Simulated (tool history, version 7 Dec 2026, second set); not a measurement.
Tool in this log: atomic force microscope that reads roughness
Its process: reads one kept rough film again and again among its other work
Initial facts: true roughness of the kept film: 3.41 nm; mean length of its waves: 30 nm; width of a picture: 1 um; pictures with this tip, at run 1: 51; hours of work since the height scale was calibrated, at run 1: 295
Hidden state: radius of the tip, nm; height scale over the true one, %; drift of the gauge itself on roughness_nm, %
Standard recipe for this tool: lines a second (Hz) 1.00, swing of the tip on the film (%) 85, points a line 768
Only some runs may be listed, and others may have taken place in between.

run	hour	lines a second (Hz)	swing of the tip on the film (%)	points a line	pictures with this tip	hours of work since the height scale was calibrated	roughness of the kept film (nm (root mean square))
1	0.0	1.00	85	768	51	295	2.885
2	27.8	1.57	85	768	76	308	2.741
3	46.3	1.57	85	768	92	316	2.729
4	72.3	0.97	85	768	115	328	2.751
5	86.5	1.00	85	768	127	334	2.719
6	97.7	1.00	85	768	137	339	2.723
7	116.1	1.00	85	768	153	347	2.705
8	128.1	1.00	85	768	164	353	2.683
9	141.1	1.00	85	768	175	358	2.679
10	158.7	1.00	85	768	190	366	2.636
11	177.3	1.00	85	768	207	375	2.621
12	190.0	1.00	85	768	218	380	2.594
13	203.2	1.00	85	768	229	386	2.576
14	220.5	0.51	85	768	245	394	2.616
15	247.2	1.93	85	510	268	406	2.386
16	261.6	0.89	56	469	281	412	2.606
17	274.9	2.34	85	817	292	418	2.302
18	287.3	2.95	73	905	303	424	2.379
19	315.0	2.95	73	905	327	436	2.355
20	328.1	2.99	89	475	339	442	2.105
21	350.7	0.90	90	768	359	452	2.357
22	373.8	1.00	63	470	379	462	2.456
# hour 378.7: new tip fitted
23	402.1	1.00	61	768	20	475	3.093
24	419.4	0.63	71	271	35	482	2.999
25	442.5	2.08	85	872	56	493	2.701
26	469.1	2.67	85	881	79	504	2.594
27	482.5	2.55	66	768	91	510	2.832

Below are 5 alternative next runs, each starting from the tool's condition after run 27. Predict each:
A	498.5	1.04	56	768	105	518	?
B	498.5	2.59	66	756	105	518	?
C	498.5	1.97	85	768	105	518	?
D	498.5	2.57	85	768	105	518	?
E	498.5	1.38	85	394	105	518	?

run	roughness of the kept film (nm (root mean square))
A	2.920
B	2.794
C	2.650
D	2.571
E	2.744
Had the tool no hidden state, the same runs would have come out as:
run	roughness of the kept film (nm (root mean square))
A	3.137
B	3.001
C	2.847
D	2.762
E	2.948
